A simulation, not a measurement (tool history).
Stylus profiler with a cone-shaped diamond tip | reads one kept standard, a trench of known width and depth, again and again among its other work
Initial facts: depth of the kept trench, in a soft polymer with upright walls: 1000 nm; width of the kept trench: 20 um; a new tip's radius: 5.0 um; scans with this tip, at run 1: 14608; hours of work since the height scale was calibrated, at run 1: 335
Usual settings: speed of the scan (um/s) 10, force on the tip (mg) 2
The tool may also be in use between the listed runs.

run      day  speed of the scan (um/s)  force on the tip (mg)  scans with this tip  hours of work since the height scale was calibrated  depth of the trench (angstrom)  width of the trench's floor (um)
  1        0                        10                      2                14608                                                  335                         10052.5                              13.9
  2    5.175                         2                      2                15024                                                  431                         10054.4                             13.97
  3    8.338                         2                      2                15278                                                  491                         10050.3                             13.95
  4     11.7                        10                   0.89                15549                                                  554                         10029.3                             13.84
  5   15.692                        10                   0.89                15870                                                  628                         10027.8                             13.86
  6   19.683                        10                   0.89                16191                                                  703                         10033.3                             13.86
  7   22.733                        10                   0.89                16436                                                  760                         10031.5                             13.86
  8   25.783                        11                      2                16682                                                  817                         10051.5                             13.86
  9   31.375                        11                      2                17132                                                  922                           10051                             13.89
 10   34.433                        10                   2.11                17378                                                  979                         10056.6                             13.88
 11   40.204                        10                   2.11                17842                                                 1087                         10054.8                             13.96
 12   45.971                        10                   0.83                18305                                                 1195                         10029.1                             13.86
 13   51.088                        13                      2                18717                                                 1291                         10051.3                             13.88
 14   54.933                        13                    2.7                19027                                                 1363                         10061.8                             13.87
 15   60.129                        10                   0.78                19445                                                 1460                         10025.5                             13.82
      62.546  -- height scale calibrated on a step standard
 16   63.654                        10                      2                19726                                                   21                         10051.8                             13.85
 17   68.233                        10                      2                20095                                                  106                         10052.1                             13.93
 18   71.662                        10                      2                20371                                                  171                         10050.8                             13.88
 19   74.562                        10                      2                20604                                                  225                         10051.8                             13.89
 20   78.054                         2                   3.89                20885                                                  290                         10078.8                             13.97
 21   81.483                         2                   3.89                21160                                                  354                         10079.2                             13.99
 22   87.192                        12                   0.93                21620                                                  461                         10035.1                             13.84
 23   92.325                         8                   1.18                22032                                                  557                         10037.4                             13.89
 24   98.133                        10                   1.89                22500                                                  666                         10051.2                              13.9
     102.908  -- new tip fitted, height scale calibrated
 25  103.421                         3                   2.49                   42                                                   10                         10063.6                             13.93
 26  106.346                        22                   5.42                  277                                                   64                         10101.3                              13.9
 27  112.304                        22                   5.42                  756                                                  176                         10100.4                             13.84
 28  117.667                        37                   3.38                 1187                                                  276                         10071.7                             13.77
 29  120.479                         9                      2                 1414                                                  329                         10053.2                             13.94
 30  124.508                        10                   1.27                 1738                                                  404                         10036.1                             13.91
 31  128.617                         3                    0.9                 2068                                                  481                         10029.1                             13.97
 32  132.854                        12                      2                 2409                                                  560                         10048.9                             13.92
 33  137.962                         3                   1.29                 2820                                                  656                         10038.3                             13.96
 34    143.3                         3                   1.29                 3249                                                  756                         10040.2                             13.95
 35  146.396                        11                   0.86                 3498                                                  814                         10032.7                             13.92
 36  152.212                        11                   0.86                 3966                                                  923                         10028.8                             13.84
 37  156.454                        15                      2                 4307                                                 1002                         10047.8                              13.8
 38  160.821                        32                      2                 4659                                                 1084                         10053.3                             13.75

Each row is a separate what-if for the run after 38, all from the same tool condition, not one after another. Results?
  A  166.471                        32                   0.74                 5113                                                 1190                               ?                                 ?
  B  166.471                        13                      2                 5113                                                 1190                               ?                                 ?
  C  166.471                        32                   1.83                 5113                                                 1190                               ?                                 ?
  D  166.471                         5                   0.89                 5113                                                 1190                               ?                                 ?
  E  166.471                        15                   1.23                 5113                                                 1190                               ?                                 ?

run  depth of the trench (angstrom)  width of the trench's floor (um)
  A                         10027.6                             13.57
  B                         10048.6                             13.88
  C                         10047.6                             13.76
  D                         10032.7                             13.94
  E                           10036                             13.85
With no hidden state in the tool, these same runs would have given:
run  depth of the trench (angstrom)  width of the trench's floor (um)
  A                         10027.9                             13.58
  B                         10048.9                             13.89
  C                         10047.9                             13.77
  D                           10033                             13.95
  E                         10036.3                             13.86
